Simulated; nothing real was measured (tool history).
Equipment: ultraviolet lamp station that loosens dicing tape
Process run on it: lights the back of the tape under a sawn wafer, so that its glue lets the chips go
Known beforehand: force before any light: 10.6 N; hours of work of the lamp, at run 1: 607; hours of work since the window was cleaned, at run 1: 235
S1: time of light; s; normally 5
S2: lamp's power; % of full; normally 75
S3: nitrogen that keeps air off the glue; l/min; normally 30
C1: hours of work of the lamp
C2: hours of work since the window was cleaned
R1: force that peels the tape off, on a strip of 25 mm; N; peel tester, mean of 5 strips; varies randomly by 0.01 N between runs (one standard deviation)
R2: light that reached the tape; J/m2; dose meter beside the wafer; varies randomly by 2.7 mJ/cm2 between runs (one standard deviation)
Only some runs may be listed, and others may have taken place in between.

Run 1, hour 0: usual settings; C1 607; C2 235. Result: R1 0.839 N, R2 2850 J/m2.
Run 2, hour 16.5: usual settings; C1 618; C2 247. Result: R1 0.853 N, R2 2860 J/m2.
Run 3, hour 33.9: usual settings; C1 631; C2 259. Result: R1 0.873 N, R2 2810 J/m2.
Run 4, hour 45.4: usual settings; C1 639; C2 268. Result: R1 0.899 N, R2 2810 J/m2.
Run 5, hour 54.7: usual settings; C1 646; C2 274. Result: R1 0.9 N, R2 2730 J/m2.
Run 6, hour 70.9: usual settings; C1 657; C2 286. Result: R1 0.901 N, R2 2720 J/m2.
Run 7, hour 85: usual settings; C1 667; C2 296. Result: R1 0.928 N, R2 2750 J/m2.
Run 8, hour 98.4: usual settings but S1 10 s; C1 677; C2 305. Result: R1 0.244 N, R2 5440 J/m2.
Run 9, hour 115.2: usual settings but S1 10 s; C1 689; C2 317. Result: R1 0.237 N, R2 5420 J/m2.
Run 10, hour 130: usual settings; C1 699; C2 328. Result: R1 0.975 N, R2 2720 J/m2.
Run 11, hour 149: usual settings but S2 73 % of full; C1 713; C2 341. Result: R1 1.019 N, R2 2610 J/m2.
Run 12, hour 168.5: usual settings but S1 2 s; C1 727; C2 355. Result: R1 4.101 N, R2 1110 J/m2.
Run 13, hour 188.8: usual settings; C1 741; C2 370. Result: R1 1.06 N, R2 2610 J/m2.
Run 14, hour 210: usual settings; C1 756; C2 385. Result: R1 1.039 N, R2 2570 J/m2.
Run 15, hour 227: usual settings; C1 768; C2 397. Result: R1 1.049 N, R2 2530 J/m2.
Run 16, hour 235.7: usual settings but S2 64 % of full; C1 774; C2 403. Result: R1 1.438 N, R2 2190 J/m2.
Run 17, hour 252.6: usual settings but S1 2 s; C1 786; C2 415. Result: R1 4.125 N, R2 1030 J/m2.
Run 18, hour 264: usual settings but S1 2 s; C1 795; C2 423. Result: R1 4.16 N, R2 1040 J/m2.
Run 19, hour 274.5: usual settings but S1 2 s; C1 802; C2 431. Result: R1 4.186 N, R2 1050 J/m2.
At hour 292.7: window cleaned of glue's vapour.
Run 20, hour 292.7: usual settings but S1 4 s; C1 815; C2 0. Result: R1 1.377 N, R2 2240 J/m2.
Run 21, hour 311.6: usual settings but S1 6 s; C1 828; C2 13. Result: R1 0.609 N, R2 3360 J/m2.
Run 22, hour 331.5: usual settings but S1 6 s; C1 842; C2 28. Result: R1 0.605 N, R2 3350 J/m2.
Run 23, hour 347.2: usual settings but S1 6 s; C1 853; C2 39. Result: R1 0.622 N, R2 3290 J/m2.
Run 24, hour 360.9: usual settings but S1 3 s, S2 90 % of full; C1 863; C2 49. Result: R1 1.723 N, R2 1960 J/m2.
Run 25, hour 373.7: usual settings but S1 7 s, S2 74 % of full, S3 12 l/min; C1 872; C2 58. Result: R1 1.115 N, R2 3780 J/m2.
Run 26, hour 392.1: usual settings but S1 3 s, S2 70 % of full; C1 885; C2 71. Result: R1 2.681 N, R2 1480 J/m2.
Run 27, hour 407.9: usual settings but S1 4 s, S2 99 % of full; C1 897; C2 82. Result: R1 0.871 N, R2 2790 J/m2.
Run 28, hour 424.6: usual settings but S3 10 l/min; C1 909; C2 94. Result: R1 2.38 N, R2 2650 J/m2.
Run 29, hour 441.6: usual settings but S1 7 s, S2 77 % of full, S3 58 l/min; C1 921; C2 106. Result: R1 0.298 N, R2 3770 J/m2.
Run 30, hour 453.9: usual settings but S2 68 % of full, S3 33 l/min; C1 929; C2 115. Result: R1 1.208 N, R2 2370 J/m2.
Run 31, hour 467.2: usual settings but S1 7 s, S2 68 % of full, S3 12 l/min; C1 939; C2 124. Result: R1 1.455 N, R2 3260 J/m2.
Run 32, hour 483.1: usual settings but S1 3 s, S3 50 l/min; C1 950; C2 136. Result: R1 2.009 N, R2 1480 J/m2.
Run 33, hour 496.2: usual settings but S2 73 % of full, S3 24 l/min; C1 960; C2 145. Result: R1 1.397 N, R2 2430 J/m2.
Run 34, hour 508.4: usual settings but S2 73 % of full, S3 24 l/min; C1 968; C2 154. Result: R1 1.386 N, R2 2440 J/m2.
Run 35, hour 519.2: usual settings but S1 2 s; C1 976; C2 161. Result: R1 4.152 N, R2 1000 J/m2.
Run 36, hour 530.4: usual settings but S1 6 s, S2 97 % of full, S3 19 l/min; C1 984; C2 169. Result: R1 0.686 N, R2 3850 J/m2.
At hour 536.3: lamp changed.
Run 37, hour 546: usual settings but S1 6 s, S2 97 % of full, S3 19 l/min; C1 7; C2 180. Result: R1 0.318 N, R2 5410 J/m2.
Run 38, hour 557.4: usual settings but S1 8 s, S2 88 % of full, S3 58 l/min; C1 15; C2 188. Result: R1 0.177 N, R2 6460 J/m2.
Run 39, hour 570.8: usual settings but S1 8 s, S2 88 % of full, S3 58 l/min; C1 25; C2 197. Result: R1 0.188 N, R2 6510 J/m2.
Run 40, hour 592: usual settings but S1 9 s, S3 13 l/min; C1 40; C2 212. Result: R1 0.343 N, R2 6160 J/m2.
Run 41, hour 605.1: usual settings but S1 9 s, S2 63 % of full, S3 10 l/min; C1 49; C2 222. Result: R1 0.661 N, R2 5130 J/m2.
Run 42, hour 614.7: usual settings but S2 60 % of full, S3 46 l/min; C1 56; C2 228. Result: R1 0.651 N, R2 2740 J/m2.
Run 43, hour 629.2: usual settings but S2 60 % of full, S3 46 l/min; C1 66; C2 239. Result: R1 0.679 N, R2 2710 J/m2.
Run 44, hour 642.9: usual settings but S1 2 s, S2 60 % of full, S3 46 l/min; C1 76; C2 249. Result: R1 3.269 N, R2 1060 J/m2.

Forecast each of these 3 alternatives for the next run:
Run A, hour 659.2: usual settings but S1 9 s, S3 12 l/min; C1 87; C2 260. Result: R1 ?, R2 ?.
Run B, hour 659.2: usual settings but S1 2 s, S2 61 % of full, S3 46 l/min; C1 87; C2 260. Result: R1 ?, R2 ?.
Run C, hour 659.2: usual settings but S1 2 s, S2 62 % of full, S3 10 l/min; C1 87; C2 260. Result: R1 ?, R2 ?.

run     R1    R2
  A  0.415  5950
  B  3.179  1110
  C   5.49  1090
Had the tool no hidden state, the same runs would have come out as:
run     R1    R2
  A  0.325  6750
  B  2.724  1260
  C  5.041  1240
